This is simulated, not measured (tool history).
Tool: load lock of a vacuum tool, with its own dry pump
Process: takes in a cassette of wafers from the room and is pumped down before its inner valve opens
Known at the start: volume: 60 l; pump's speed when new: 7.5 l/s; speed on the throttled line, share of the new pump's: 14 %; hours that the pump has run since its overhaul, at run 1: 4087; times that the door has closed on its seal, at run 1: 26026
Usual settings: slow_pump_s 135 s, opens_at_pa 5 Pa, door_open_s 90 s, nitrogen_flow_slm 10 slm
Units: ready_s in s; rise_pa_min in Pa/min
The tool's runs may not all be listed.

run,hour,slow_pump_s,opens_at_pa,door_open_s,nitrogen_flow_slm,hours that the pump has run since its overhaul,times that the door has closed on its seal,"incoming humidity of the room's air, %",ready_s,rise_pa_min
1,0.0,135,5,90,10,4087,26026,44.4,198.6,0.120
2,182.7,135,5,84,10,4270,26591,46.6,199.9,0.128
3,374.9,135,6,90,10,4462,27186,43.2,196.9,0.127
4,484.0,135,5,215,10,4571,27523,41.6,199.2,0.164
5,607.4,135,9,215,10,4695,27905,43.0,193.5,0.177
6,723.9,135,5,90,10,4811,28265,43.0,199.7,0.134
7,875.1,135,5,184,10,4962,28733,47.2,199.9,0.171
8,967.3,147,5,90,10,5055,29018,44.4,208.9,0.135
9,1075.8,147,5,90,10,5163,29354,45.6,210.9,0.147
10,1192.1,147,5,90,10,5279,29714,45.7,208.0,0.143
11,1361.7,147,5,90,10,5449,30238,43.8,209.2,0.141
12,1543.6,143,8,82,11,5631,30801,47.5,200.7,0.142
13,1743.2,117,8,62,10,5830,31418,47.5,179.1,0.138
14,1949.6,135,10,90,10,6037,32057,42.5,194.0,0.148
15,2099.0,94,8,90,10,6186,32519,43.8,159.9,0.153
16,2189.6,94,8,90,10,6277,32799,44.0,161.1,0.150
17,2303.8,94,8,90,10,6391,33152,45.9,160.2,0.156
18,2474.6,128,8,90,10,6562,33681,44.7,190.2,0.151
19,2565.0,135,5,90,6,6652,33960,44.8,201.9,0.169
20,2674.8,239,5,65,12,6762,34300,45.1,286.2,0.146
21,2801.9,135,5,90,39,6889,34693,46.6,199.8,0.138

The same runs without the tool's hidden state, with the same run-to-run variation:
The hidden state here: pump's speed, % of a new pump's; leak at the door's seal, Pa l/s; drift of the gauge itself on ready_s, %; drift of the gauge itself on rise_pa_min, %.
run,ready_s,rise_pa_min
1,195.5,0.060
2,196.7,0.066
3,193.8,0.063
4,195.8,0.100
5,190.3,0.110
6,196.3,0.064
7,196.4,0.100
8,205.5,0.064
9,207.2,0.073
10,204.3,0.067
11,205.4,0.065
12,197.2,0.064
13,175.3,0.058
14,190.3,0.064
15,155.6,0.066
16,156.9,0.063
17,155.9,0.069
18,186.0,0.062
19,197.6,0.078
20,282.8,0.054
21,195.3,0.043

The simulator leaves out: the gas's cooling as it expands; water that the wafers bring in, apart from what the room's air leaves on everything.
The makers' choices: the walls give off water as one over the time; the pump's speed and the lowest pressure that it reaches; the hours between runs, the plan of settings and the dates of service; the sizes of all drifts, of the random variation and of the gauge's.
